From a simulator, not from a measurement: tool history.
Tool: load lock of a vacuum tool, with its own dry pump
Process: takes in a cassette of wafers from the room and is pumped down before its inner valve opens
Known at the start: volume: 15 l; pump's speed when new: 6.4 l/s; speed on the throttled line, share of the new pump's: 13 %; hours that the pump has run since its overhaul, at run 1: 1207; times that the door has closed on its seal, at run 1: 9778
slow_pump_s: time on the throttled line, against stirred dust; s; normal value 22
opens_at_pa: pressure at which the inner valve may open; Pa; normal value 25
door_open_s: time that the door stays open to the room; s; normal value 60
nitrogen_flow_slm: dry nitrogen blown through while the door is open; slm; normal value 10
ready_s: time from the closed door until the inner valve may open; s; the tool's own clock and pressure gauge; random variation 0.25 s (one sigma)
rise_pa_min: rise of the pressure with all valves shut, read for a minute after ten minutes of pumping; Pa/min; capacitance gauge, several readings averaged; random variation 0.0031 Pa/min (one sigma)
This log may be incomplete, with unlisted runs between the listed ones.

run     hour  slow_pump_s  opens_at_pa  door_open_s  nitrogen_flow_slm  hours that the pump has run since its overhaul  times that the door has closed on its seal  incoming humidity of the room's air, %  ready_s  rise_pa_min
  1      0.0           22           25           60                 10                                            1207                                        9778                                    46.8     39.0        0.123
  2    350.5           22           25           60                 10                                            1557                                       10995                                    41.3     39.0        0.110
  3    792.8           22           43           60                 10                                            2000                                       12531                                    48.2     37.5        0.136
  4   1325.5           22           43           60                 10                                            2532                                       14381                                    45.3     37.7        0.135
  5   1920.5           22           43           60                 10                                            3127                                       16447                                    44.8     38.3        0.147
  6   2414.2           22           43           60                 24                                            3621                                       18161                                    41.9     37.9        0.150
  7   2875.6           22           25           60                 10                                            4083                                       19764                                    44.9     39.3        0.181
  8   3142.7           37           25           60                 10                                            4350                                       20691                                    46.6     52.2        0.187
  9   3677.5           37           25           60                 10                                            4884                                       22548                                    47.5     51.8        0.206
 10   4052.4           22           25           28                 10                                            5259                                       23850                                    45.3     39.3        0.192
 11   4413.5           22           25           28                 10                                            5620                                       25104                                    47.1     39.7        0.202
 12   4805.5           22           25           28                 10                                            6012                                       26465                                    45.4     39.5        0.212
 13   5341.2           22           25           28                 10                                            6548                                       28326                                    44.8     40.6        0.228
 14   5635.1           22           25           60                 10                                            6842                                       29346                                    48.7     39.7        0.264
 15   6185.1           22           25           60                 10                                            7392                                       31256                                    46.5     40.2        0.298
 16   6481.3           22           25           60                 10                                            7688                                       32284                                    42.3     39.6        0.293
 17   7056.4           22           25           60                 10                                            8263                                       34282                                    46.8     40.3        0.322
 18   7548.8           22           25           60                 10                                            8756                                       35991                                    43.9     40.3        0.338
 19   7996.0           22           25           60                 10                                            9203                                       37544                                    45.6     40.2        0.362
 20   8413.0           32           35           60                 21                                            9620                                       38992                                    45.2     47.8        0.359
 21   8903.4           16           35           96                 21                                           10110                                       40695                                    44.1     34.2        0.393
 22   9161.0           16           35           96                 21                                           10368                                       41589                                    49.1     34.2        0.409
 23   9591.9           22           25           60                 22                                           10799                                       43086                                    43.3     40.8        0.405
 24  10153.4           22           25           60                 32                                           11360                                       45036                                    46.7     40.8        0.431
 25  10647.1           22           25           60                 32                                           11854                                       46750                                    44.9     41.3        0.443
     10871.0  -- door's seal changed, seat wiped
 26  11154.0           17           25           60                 20                                           12359                                         983                                    45.7     36.5        0.072
 27  11654.7           22           27           60                 15                                           12860                                        2722                                    45.3     41.3        0.085
 28  11928.3           26           26           60                 10                                           13134                                        3672                                    44.9     44.4        0.097
 29  12284.1           22           31          123                 10                                           13489                                        4907                                    41.8     40.5        0.108
 30  12804.2           22           31          123                 10                                           14010                                        6713                                    40.5     40.7        0.122
 31  13330.6           23           31          148                 10                                           14536                                        8541                                    44.4     41.8        0.142
 32  13855.7           22           25           38                 10                                           15061                                       10365                                    43.4     42.3        0.116
 33  14349.6           16           32           25                 10                                           15555                                       12080                                    47.1     36.3        0.120
 34  14792.2           16           25           58                 18                                           15998                                       13616                                    43.7     37.2        0.130
 35  15236.0           41           25          105                 10                                           16441                                       15158                                    47.1     58.7        0.166
 36  15559.0           38           25          105                 10                                           16764                                       16279                                    43.6     55.6        0.175

For each entry between runs, how does the tool's hidden state at the last listed run before it compare with that at the first listed run after it?
Logged between run 25 and run 26: door's seal changed, seat wiped (hour 10871.0)
  pump's speed, % of a new pump's: 87.3 -> 86.7; leak at the door's seal, Pa l/s: 0.1029 -> 0.0039
  measured minus no-state result, ready_s: +2.5 -> +2.6 s; rise_pa_min: +0.398 -> +0.008 Pa/min
